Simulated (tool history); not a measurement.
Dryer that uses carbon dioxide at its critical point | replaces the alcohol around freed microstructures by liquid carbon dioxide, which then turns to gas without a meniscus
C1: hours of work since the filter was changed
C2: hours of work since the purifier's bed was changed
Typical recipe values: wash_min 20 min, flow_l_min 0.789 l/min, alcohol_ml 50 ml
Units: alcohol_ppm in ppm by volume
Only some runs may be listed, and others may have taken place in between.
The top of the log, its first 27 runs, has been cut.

{"run": 28, "hour": 1198.1, "wash_min": 16, "flow_l_min": 0.971, "alcohol_ml": 115, "C1": 23, "C2": 61, "alcohol_ppm": 40}
{"run": 29, "hour": 1233.0, "wash_min": 16, "flow_l_min": 0.971, "alcohol_ml": 115, "C1": 37, "C2": 76, "alcohol_ppm": 37}
{"run": 30, "hour": 1289.0, "wash_min": 16, "flow_l_min": 0.646, "alcohol_ml": 29, "C1": 61, "C2": 99, "alcohol_ppm": 115}
{"run": 31, "hour": 1320.7, "wash_min": 20, "flow_l_min": 0.566, "alcohol_ml": 29, "C1": 74, "C2": 113, "alcohol_ppm": 69}
{"run": 32, "hour": 1369.3, "wash_min": 21, "flow_l_min": 0.789, "alcohol_ml": 35, "C1": 94, "C2": 133, "alcohol_ppm": 19}
{"run": 33, "hour": 1417.6, "wash_min": 16, "flow_l_min": 0.517, "alcohol_ml": 26, "C1": 115, "C2": 153, "alcohol_ppm": 288}
{"run": 34, "hour": 1461.5, "wash_min": 30, "flow_l_min": 0.591, "alcohol_ml": 25, "C1": 133, "C2": 172, "alcohol_ppm": 21}
{"run": 35, "hour": 1515.4, "wash_min": 15, "flow_l_min": 0.752, "alcohol_ml": 54, "C1": 156, "C2": 194, "alcohol_ppm": 146}
{"run": 36, "hour": 1540.7, "wash_min": 20, "flow_l_min": 0.782, "alcohol_ml": 50, "C1": 166, "C2": 205, "alcohol_ppm": 39}
{"run": 37, "hour": 1567.8, "wash_min": 16, "flow_l_min": 0.789, "alcohol_ml": 31, "C1": 178, "C2": 216, "alcohol_ppm": 61}
{"run": 38, "hour": 1623.1, "wash_min": 16, "flow_l_min": 0.789, "alcohol_ml": 31, "C1": 201, "C2": 240, "alcohol_ppm": 54}
{"run": 39, "hour": 1670.9, "wash_min": 25, "flow_l_min": 0.715, "alcohol_ml": 50, "C1": 221, "C2": 260, "alcohol_ppm": 29}
{"run": 40, "hour": 1705.2, "wash_min": 13, "flow_l_min": 0.541, "alcohol_ml": 60, "C1": 235, "C2": 274, "alcohol_ppm": 1237}
{"run": 41, "hour": 1733.4, "wash_min": 13, "flow_l_min": 0.662, "alcohol_ml": 36, "C1": 247, "C2": 286, "alcohol_ppm": 368}
{"run": 42, "hour": 1787.7, "wash_min": 22, "flow_l_min": 0.872, "alcohol_ml": 30, "C1": 270, "C2": 309, "alcohol_ppm": 24}
{"run": 43, "hour": 1836.8, "wash_min": 22, "flow_l_min": 0.872, "alcohol_ml": 30, "C1": 290, "C2": 329, "alcohol_ppm": 27}
{"hour": 1881.2, "done": "inlet filter changed"}
{"run": 44, "hour": 1882.8, "wash_min": 22, "flow_l_min": 0.57, "alcohol_ml": 30, "C1": 1, "C2": 348, "alcohol_ppm": 75}
{"run": 45, "hour": 1919.6, "wash_min": 31, "flow_l_min": 1.177, "alcohol_ml": 49, "C1": 16, "C2": 364, "alcohol_ppm": 39}
{"run": 46, "hour": 1949.1, "wash_min": 20, "flow_l_min": 0.953, "alcohol_ml": 70, "C1": 28, "C2": 376, "alcohol_ppm": 31}
{"run": 47, "hour": 1988.1, "wash_min": 20, "flow_l_min": 0.953, "alcohol_ml": 70, "C1": 45, "C2": 392, "alcohol_ppm": 41}

What if the next run were any one of these 3? Each begins from the tool's condition after run 47:
{"run": "A", "hour": 2017.2, "wash_min": 20, "flow_l_min": 0.581, "alcohol_ml": 50, "C1": 57, "C2": 404, "alcohol_ppm": "?"}
{"run": "B", "hour": 2017.2, "wash_min": 18, "flow_l_min": 0.628, "alcohol_ml": 50, "C1": 57, "C2": 404, "alcohol_ppm": "?"}
{"run": "C", "hour": 2017.2, "wash_min": 26, "flow_l_min": 0.608, "alcohol_ml": 70, "C1": 57, "C2": 404, "alcohol_ppm": "?"}

run=A alcohol_ppm=133
run=B alcohol_ppm=142
run=C alcohol_ppm=43
Had the tool no hidden state, the same runs would have come out as:
run=A alcohol_ppm=94
run=B alcohol_ppm=101
run=C alcohol_ppm=9

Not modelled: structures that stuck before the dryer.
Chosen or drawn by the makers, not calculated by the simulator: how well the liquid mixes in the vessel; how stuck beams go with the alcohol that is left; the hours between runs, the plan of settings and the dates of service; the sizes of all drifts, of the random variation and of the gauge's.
